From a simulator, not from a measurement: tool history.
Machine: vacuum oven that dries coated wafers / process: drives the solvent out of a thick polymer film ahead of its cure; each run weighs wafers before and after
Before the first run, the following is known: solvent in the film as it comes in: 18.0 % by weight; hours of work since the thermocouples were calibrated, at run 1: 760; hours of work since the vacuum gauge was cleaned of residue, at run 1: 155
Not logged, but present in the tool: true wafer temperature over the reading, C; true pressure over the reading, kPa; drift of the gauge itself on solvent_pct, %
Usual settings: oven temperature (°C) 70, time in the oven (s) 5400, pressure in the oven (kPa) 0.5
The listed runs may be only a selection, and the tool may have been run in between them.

| run | day | oven temperature (°C) | time in the oven (s) | pressure in the oven (kPa) | hours of work since the thermocouples were calibrated | hours of work since the vacuum gauge was cleaned of residue | solvent left in the film (%) |
|---|---|---|---|---|---|---|---|
| 1 | 0 | 70 | 5400 | 0.5 | 760 | 155 | 1.13 |
| 2 | 0.508 | 70 | 5400 | 0.5 | 769 | 164 | 1.13 |
| 3 | 1.317 | 70 | 6240 | 0.5 | 783 | 178 | 1 |
| 4 | 1.762 | 70 | 7740 | 0.5 | 791 | 186 | 0.69 |
| 5 | 2.375 | 70 | 7740 | 0.5 | 801 | 196 | 0.85 |
| 6 | 3.054 | 82 | 7740 | 0.5 | 813 | 208 | 0.29 |
| 7 | 3.754 | 57 | 6240 | 1.179 | 825 | 220 | 4.56 |
|  | 3.9 | oven's thermocouples calibrated |
| 8 | 4.488 | 77 | 5400 | 0.589 | 10 | 231 | 0.66 |
| 9 | 5.408 | 63 | 9420 | 0.385 | 26 | 247 | 1.02 |
| 10 | 5.917 | 75 | 5400 | 0.5 | 35 | 255 | 0.75 |

Run 11 is up next; what results do you expect?
| 11 | 6.75 | 84 | 5400 | 0.276 | 49 | 270 | ? |

Run 11 came out at solvent left in the film (%) 0.18.
Were there no unlogged condition in the tool, this run, its random variation unchanged, would have produced solvent left in the film (%) 0.12.
